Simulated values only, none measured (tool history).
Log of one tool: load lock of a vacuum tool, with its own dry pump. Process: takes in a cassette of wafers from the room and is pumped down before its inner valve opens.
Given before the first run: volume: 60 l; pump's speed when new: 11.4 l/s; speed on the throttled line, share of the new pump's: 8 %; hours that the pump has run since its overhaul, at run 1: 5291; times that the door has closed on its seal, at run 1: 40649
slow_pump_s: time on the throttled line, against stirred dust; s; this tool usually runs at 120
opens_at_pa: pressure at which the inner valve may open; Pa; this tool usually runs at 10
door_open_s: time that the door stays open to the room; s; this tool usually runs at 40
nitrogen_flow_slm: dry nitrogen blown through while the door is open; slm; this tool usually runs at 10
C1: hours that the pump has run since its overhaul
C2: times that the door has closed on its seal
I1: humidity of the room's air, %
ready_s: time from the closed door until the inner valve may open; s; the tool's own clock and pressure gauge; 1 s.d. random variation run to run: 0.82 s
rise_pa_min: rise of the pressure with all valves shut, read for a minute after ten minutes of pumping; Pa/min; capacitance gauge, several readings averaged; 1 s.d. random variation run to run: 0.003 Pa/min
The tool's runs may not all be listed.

run 1 hour=0 | slow_pump_s=120 opens_at_pa=10 door_open_s=40 nitrogen_flow_slm=10 | C1=5291 C2=40649 | I1=41 | ready_s=159.8 rise_pa_min=0.278
run 2 hour=363.8 | slow_pump_s=120 opens_at_pa=10 door_open_s=40 nitrogen_flow_slm=10 | C1=5654 C2=41349 | I1=44.3 | ready_s=160.1 rise_pa_min=0.29
run 3 hour=629.1 | slow_pump_s=120 opens_at_pa=10 door_open_s=40 nitrogen_flow_slm=10 | C1=5920 C2=41860 | I1=47.5 | ready_s=162.2 rise_pa_min=0.293
run 4 hour=871.9 | slow_pump_s=120 opens_at_pa=10 door_open_s=40 nitrogen_flow_slm=42 | C1=6163 C2=42327 | I1=47 | ready_s=160.8 rise_pa_min=0.289
run 5 hour=1175.8 | slow_pump_s=120 opens_at_pa=10 door_open_s=40 nitrogen_flow_slm=10 | C1=6466 C2=42912 | I1=45.6 | ready_s=162.8 rise_pa_min=0.306
run 6 hour=1729.5 | slow_pump_s=120 opens_at_pa=10 door_open_s=40 nitrogen_flow_slm=10 | C1=7020 C2=43977 | I1=44.3 | ready_s=161.4 rise_pa_min=0.316
run 7 hour=2210 | slow_pump_s=120 opens_at_pa=10 door_open_s=40 nitrogen_flow_slm=10 | C1=7501 C2=44902 | I1=44.1 | ready_s=162 rise_pa_min=0.327
run 8 hour=2772.3 | slow_pump_s=120 opens_at_pa=10 door_open_s=40 nitrogen_flow_slm=10 | C1=8063 C2=45984 | I1=44.2 | ready_s=162.2 rise_pa_min=0.342
run 9 hour=3011.6 | slow_pump_s=120 opens_at_pa=10 door_open_s=65 nitrogen_flow_slm=10 | C1=8302 C2=46445 | I1=41.7 | ready_s=162.5 rise_pa_min=0.356
run 10 hour=3369.1 | slow_pump_s=120 opens_at_pa=10 door_open_s=40 nitrogen_flow_slm=10 | C1=8660 C2=47133 | I1=41.9 | ready_s=162.3 rise_pa_min=0.352
run 11 hour=3886.2 | slow_pump_s=120 opens_at_pa=10 door_open_s=40 nitrogen_flow_slm=10 | C1=9177 C2=48128 | I1=49.2 | ready_s=162.6 rise_pa_min=0.376
run 12 hour=4331.3 | slow_pump_s=120 opens_at_pa=10 door_open_s=40 nitrogen_flow_slm=10 | C1=9622 C2=48985 | I1=42.8 | ready_s=163.6 rise_pa_min=0.378
run 13 hour=4744.3 | slow_pump_s=120 opens_at_pa=10 door_open_s=52 nitrogen_flow_slm=10 | C1=10035 C2=49780 | I1=41.8 | ready_s=163.4 rise_pa_min=0.392
run 14 hour=5285.3 | slow_pump_s=120 opens_at_pa=10 door_open_s=40 nitrogen_flow_slm=10 | C1=10576 C2=50821 | I1=44.4 | ready_s=162.6 rise_pa_min=0.411
run 15 hour=5699.9 | slow_pump_s=120 opens_at_pa=10 door_open_s=40 nitrogen_flow_slm=10 | C1=10991 C2=51619 | I1=46.9 | ready_s=163.8 rise_pa_min=0.418
run 16 hour=6047 | slow_pump_s=120 opens_at_pa=10 door_open_s=40 nitrogen_flow_slm=10 | C1=11338 C2=52287 | I1=41.8 | ready_s=162.7 rise_pa_min=0.435
run 17 hour=6421.8 | slow_pump_s=120 opens_at_pa=10 door_open_s=40 nitrogen_flow_slm=10 | C1=11712 C2=53008 | I1=43 | ready_s=164.1 rise_pa_min=0.438
run 18 hour=6785.1 | slow_pump_s=120 opens_at_pa=14 door_open_s=40 nitrogen_flow_slm=10 | C1=12076 C2=53707 | I1=41.4 | ready_s=164.4 rise_pa_min=0.447
run 19 hour=7114.7 | slow_pump_s=120 opens_at_pa=10 door_open_s=40 nitrogen_flow_slm=6 | C1=12405 C2=54342 | I1=44.9 | ready_s=166.1 rise_pa_min=0.465
run 20 hour=7553.5 | slow_pump_s=120 opens_at_pa=10 door_open_s=40 nitrogen_flow_slm=6 | C1=12844 C2=55186 | I1=42 | ready_s=166.6 rise_pa_min=0.477
run 21 hour=7987.1 | slow_pump_s=120 opens_at_pa=10 door_open_s=92 nitrogen_flow_slm=4 | C1=13278 C2=56021 | I1=48.2 | ready_s=165.7 rise_pa_min=0.494
run 22 hour=8378.2 | slow_pump_s=120 opens_at_pa=10 door_open_s=84 nitrogen_flow_slm=13 | C1=13669 C2=56773 | I1=48 | ready_s=166.5 rise_pa_min=0.491
run 23 hour=8879.9 | slow_pump_s=120 opens_at_pa=10 door_open_s=28 nitrogen_flow_slm=13 | C1=14171 C2=57739 | I1=45.5 | ready_s=165.4 rise_pa_min=0.499
run 24 hour=9393.7 | slow_pump_s=195 opens_at_pa=10 door_open_s=30 nitrogen_flow_slm=6 | C1=14684 C2=58728 | I1=44.3 | ready_s=236.1 rise_pa_min=0.52
run 25 hour=9797.3 | slow_pump_s=195 opens_at_pa=10 door_open_s=30 nitrogen_flow_slm=6 | C1=15088 C2=59504 | I1=43.5 | ready_s=236 rise_pa_min=0.538
-- hour=9854.4 dry pump taken out, an overhauled one fitted
run 26 hour=10271.6 | slow_pump_s=195 opens_at_pa=10 door_open_s=30 nitrogen_flow_slm=6 | C1=417 C2=60406 | I1=46.7 | ready_s=226.4 rise_pa_min=0.554
run 27 hour=10831.7 | slow_pump_s=195 opens_at_pa=10 door_open_s=30 nitrogen_flow_slm=6 | C1=977 C2=61484 | I1=45.1 | ready_s=227.2 rise_pa_min=0.557
run 28 hour=11085.3 | slow_pump_s=195 opens_at_pa=10 door_open_s=30 nitrogen_flow_slm=6 | C1=1231 C2=61972 | I1=43.1 | ready_s=226.9 rise_pa_min=0.574
run 29 hour=11472.8 | slow_pump_s=195 opens_at_pa=10 door_open_s=30 nitrogen_flow_slm=6 | C1=1618 C2=62717 | I1=48.5 | ready_s=228.4 rise_pa_min=0.582
run 30 hour=11746.5 | slow_pump_s=220 opens_at_pa=10 door_open_s=101 nitrogen_flow_slm=6 | C1=1892 C2=63244 | I1=46.6 | ready_s=250.3 rise_pa_min=0.603
run 31 hour=12250.1 | slow_pump_s=220 opens_at_pa=10 door_open_s=101 nitrogen_flow_slm=6 | C1=2396 C2=64213 | I1=48.3 | ready_s=249.1 rise_pa_min=0.624
run 32 hour=12566.9 | slow_pump_s=120 opens_at_pa=8 door_open_s=197 nitrogen_flow_slm=10 | C1=2713 C2=64823 | I1=45.5 | ready_s=161.2 rise_pa_min=0.639
-- hour=12708.6 door's seal changed, seat wiped
run 33 hour=12958.6 | slow_pump_s=120 opens_at_pa=8 door_open_s=197 nitrogen_flow_slm=10 | C1=3103 C2=481 | I1=43.8 | ready_s=161.3 rise_pa_min=0.034
run 34 hour=13315.3 | slow_pump_s=146 opens_at_pa=10 door_open_s=197 nitrogen_flow_slm=10 | C1=3459 C2=1168 | I1=44.9 | ready_s=182 rise_pa_min=0.03
run 35 hour=13802.6 | slow_pump_s=146 opens_at_pa=10 door_open_s=197 nitrogen_flow_slm=10 | C1=3947 C2=2105 | I1=45.9 | ready_s=182.7 rise_pa_min=0.038
run 36 hour=14302.5 | slow_pump_s=212 opens_at_pa=16 door_open_s=51 nitrogen_flow_slm=8 | C1=4447 C2=3067 | I1=48.4 | ready_s=240.3 rise_pa_min=0.034
run 37 hour=14722.4 | slow_pump_s=212 opens_at_pa=8 door_open_s=51 nitrogen_flow_slm=30 | C1=4867 C2=3876 | I1=44 | ready_s=245.5 rise_pa_min=0.024
run 38 hour=15033.9 | slow_pump_s=212 opens_at_pa=8 door_open_s=51 nitrogen_flow_slm=30 | C1=5178 C2=4475 | I1=42.1 | ready_s=245.8 rise_pa_min=0.025

3 ways to go on from here, each from the tool as it stands after run 38. What would each give?
run A hour=15277.5 | slow_pump_s=212 opens_at_pa=11 door_open_s=31 nitrogen_flow_slm=30 | C1=5422 C2=4944 | I1=47.9 | ready_s=? rise_pa_min=?
run B hour=15277.5 | slow_pump_s=212 opens_at_pa=8 door_open_s=25 nitrogen_flow_slm=30 | C1=5422 C2=4944 | I1=44.3 | ready_s=? rise_pa_min=?
run C hour=15277.5 | slow_pump_s=212 opens_at_pa=9 door_open_s=72 nitrogen_flow_slm=30 | C1=5422 C2=4944 | I1=42.6 | ready_s=? rise_pa_min=?

run=A ready_s=242.2 rise_pa_min=0.022
run=B ready_s=246.2 rise_pa_min=0.024
run=C ready_s=244.9 rise_pa_min=0.033
Without the tool's unlogged condition, the same runs would have read:
run=A ready_s=241 rise_pa_min=0.006
run=B ready_s=245 rise_pa_min=0.007
run=C ready_s=243.7 rise_pa_min=0.017
